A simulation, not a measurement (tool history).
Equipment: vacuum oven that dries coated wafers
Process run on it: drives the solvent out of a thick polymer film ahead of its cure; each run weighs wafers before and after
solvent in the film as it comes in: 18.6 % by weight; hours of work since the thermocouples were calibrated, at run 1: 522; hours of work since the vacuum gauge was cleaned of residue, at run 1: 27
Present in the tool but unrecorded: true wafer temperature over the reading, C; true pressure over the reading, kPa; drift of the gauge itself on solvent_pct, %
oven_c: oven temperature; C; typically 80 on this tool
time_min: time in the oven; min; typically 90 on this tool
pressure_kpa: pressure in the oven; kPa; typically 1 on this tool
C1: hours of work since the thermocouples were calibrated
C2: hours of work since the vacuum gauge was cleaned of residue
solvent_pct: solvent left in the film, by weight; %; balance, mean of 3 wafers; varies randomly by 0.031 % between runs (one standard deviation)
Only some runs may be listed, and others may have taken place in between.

run 1 hour=0 | oven_c=80 time_min=90 pressure_kpa=1 | C1=522 C2=27 | solvent_pct=3.15
run 2 hour=51.2 | oven_c=80 time_min=90 pressure_kpa=1.16 | C1=559 C2=63 | solvent_pct=3.25
run 3 hour=107 | oven_c=80 time_min=90 pressure_kpa=1.16 | C1=599 C2=103 | solvent_pct=3.29
run 4 hour=164.4 | oven_c=80 time_min=90 pressure_kpa=1 | C1=640 C2=144 | solvent_pct=3.1
run 5 hour=200.2 | oven_c=80 time_min=90 pressure_kpa=1 | C1=665 C2=170 | solvent_pct=3.1
run 6 hour=242.2 | oven_c=80 time_min=90 pressure_kpa=1 | C1=695 C2=200 | solvent_pct=3.12
run 7 hour=269.5 | oven_c=80 time_min=90 pressure_kpa=1 | C1=715 C2=220 | solvent_pct=3.11
run 8 hour=325 | oven_c=80 time_min=90 pressure_kpa=1 | C1=755 C2=259 | solvent_pct=3.13
run 9 hour=351.6 | oven_c=80 time_min=90 pressure_kpa=1 | C1=774 C2=279 | solvent_pct=3.12
run 10 hour=390.7 | oven_c=80 time_min=90 pressure_kpa=1 | C1=802 C2=307 | solvent_pct=3.07
run 11 hour=450.6 | oven_c=93 time_min=90 pressure_kpa=1 | C1=845 C2=349 | solvent_pct=1.03
run 12 hour=480.7 | oven_c=80 time_min=90 pressure_kpa=1 | C1=866 C2=371 | solvent_pct=3.1
run 13 hour=523.5 | oven_c=80 time_min=90 pressure_kpa=1 | C1=897 C2=402 | solvent_pct=3.11
run 14 hour=586.8 | oven_c=80 time_min=90 pressure_kpa=1 | C1=942 C2=447 | solvent_pct=3.11
run 15 hour=615.6 | oven_c=80 time_min=90 pressure_kpa=1 | C1=963 C2=468 | solvent_pct=3.1
run 16 hour=671.4 | oven_c=80 time_min=90 pressure_kpa=1.89 | C1=1003 C2=508 | solvent_pct=4.01
run 17 hour=730.2 | oven_c=80 time_min=90 pressure_kpa=1 | C1=1045 C2=550 | solvent_pct=3.12
run 18 hour=792.5 | oven_c=80 time_min=90 pressure_kpa=1 | C1=1090 C2=594 | solvent_pct=3.18
run 19 hour=830.5 | oven_c=80 time_min=90 pressure_kpa=1 | C1=1117 C2=622 | solvent_pct=3.15
run 20 hour=862.1 | oven_c=80 time_min=90 pressure_kpa=0.75 | C1=1140 C2=644 | solvent_pct=2.86
run 21 hour=911 | oven_c=80 time_min=90 pressure_kpa=0.75 | C1=1175 C2=679 | solvent_pct=2.87
run 22 hour=939.6 | oven_c=80 time_min=90 pressure_kpa=0.75 | C1=1195 C2=700 | solvent_pct=2.89
run 23 hour=992.4 | oven_c=80 time_min=90 pressure_kpa=0.75 | C1=1233 C2=738 | solvent_pct=2.85
run 24 hour=1031.2 | oven_c=79 time_min=90 pressure_kpa=1 | C1=1261 C2=766 | solvent_pct=3.33
run 25 hour=1097 | oven_c=90 time_min=102 pressure_kpa=1.74 | C1=1308 C2=813 | solvent_pct=1.73
run 26 hour=1144.4 | oven_c=65 time_min=127 pressure_kpa=1.11 | C1=1342 C2=847 | solvent_pct=6.23
run 27 hour=1187.5 | oven_c=89 time_min=87 pressure_kpa=2.01 | C1=1373 C2=878 | solvent_pct=2.29
run 28 hour=1226.4 | oven_c=84 time_min=141 pressure_kpa=0.81 | C1=1401 C2=905 | solvent_pct=1.25
run 29 hour=1254.1 | oven_c=80 time_min=90 pressure_kpa=2.33 | C1=1421 C2=925 | solvent_pct=4.4
run 30 hour=1286.2 | oven_c=80 time_min=90 pressure_kpa=2.33 | C1=1444 C2=948 | solvent_pct=4.46
run 31 hour=1341.5 | oven_c=89 time_min=102 pressure_kpa=2.55 | C1=1483 C2=988 | solvent_pct=2.53
run 32 hour=1377.2 | oven_c=74 time_min=104 pressure_kpa=1 | C1=1509 C2=1013 | solvent_pct=4.1
-- hour=1390.5 oven's thermocouples calibrated
run 33 hour=1418.8 | oven_c=80 time_min=90 pressure_kpa=1.03 | C1=20 C2=1042 | solvent_pct=3.72
run 34 hour=1461.9 | oven_c=92 time_min=53 pressure_kpa=1 | C1=51 C2=1073 | solvent_pct=2.94
run 35 hour=1495.2 | oven_c=91 time_min=52 pressure_kpa=0.53 | C1=75 C2=1097 | solvent_pct=2.96
run 36 hour=1526.2 | oven_c=78 time_min=80 pressure_kpa=0.52 | C1=97 C2=1119 | solvent_pct=4.25
run 37 hour=1556.5 | oven_c=78 time_min=80 pressure_kpa=0.52 | C1=119 C2=1140 | solvent_pct=4.23
run 38 hour=1618 | oven_c=85 time_min=48 pressure_kpa=1.79 | C1=163 C2=1185 | solvent_pct=5.78
run 39 hour=1657.7 | oven_c=93 time_min=50 pressure_kpa=1.79 | C1=191 C2=1213 | solvent_pct=3.41
run 40 hour=1716.3 | oven_c=93 time_min=50 pressure_kpa=1.79 | C1=233 C2=1255 | solvent_pct=3.37
run 41 hour=1764.4 | oven_c=93 time_min=134 pressure_kpa=1.79 | C1=268 C2=1289 | solvent_pct=1.6
run 42 hour=1829 | oven_c=80 time_min=92 pressure_kpa=1 | C1=314 C2=1336 | solvent_pct=3.59
run 43 hour=1856.5 | oven_c=76 time_min=51 pressure_kpa=2.43 | C1=334 C2=1355 | solvent_pct=8.89
run 44 hour=1893.3 | oven_c=86 time_min=120 pressure_kpa=1.71 | C1=360 C2=1382 | solvent_pct=2.38
run 45 hour=1951.9 | oven_c=80 time_min=47 pressure_kpa=3.18 | C1=402 C2=1424 | solvent_pct=8.43
run 46 hour=2010.6 | oven_c=80 time_min=90 pressure_kpa=1.55 | C1=444 C2=1466 | solvent_pct=4.19
run 47 hour=2049.5 | oven_c=85 time_min=73 pressure_kpa=0.83 | C1=472 C2=1494 | solvent_pct=3.13
run 48 hour=2106.4 | oven_c=67 time_min=73 pressure_kpa=3.06 | C1=513 C2=1535 | solvent_pct=11.16

Forecast each of these 3 alternatives for the next run:
run A hour=2137.5 | oven_c=93 time_min=64 pressure_kpa=3.06 | C1=535 C2=1557 | solvent_pct=?
run B hour=2137.5 | oven_c=80 time_min=79 pressure_kpa=1.2 | C1=535 C2=1557 | solvent_pct=?
run C hour=2137.5 | oven_c=87 time_min=85 pressure_kpa=1.82 | C1=535 C2=1557 | solvent_pct=?

run=A solvent_pct=3.38
run=B solvent_pct=4.44
run=C solvent_pct=3.01
Without the tool's unlogged condition, the same runs would have read:
run=A solvent_pct=3.15
run=B solvent_pct=4.1
run=C solvent_pct=2.72
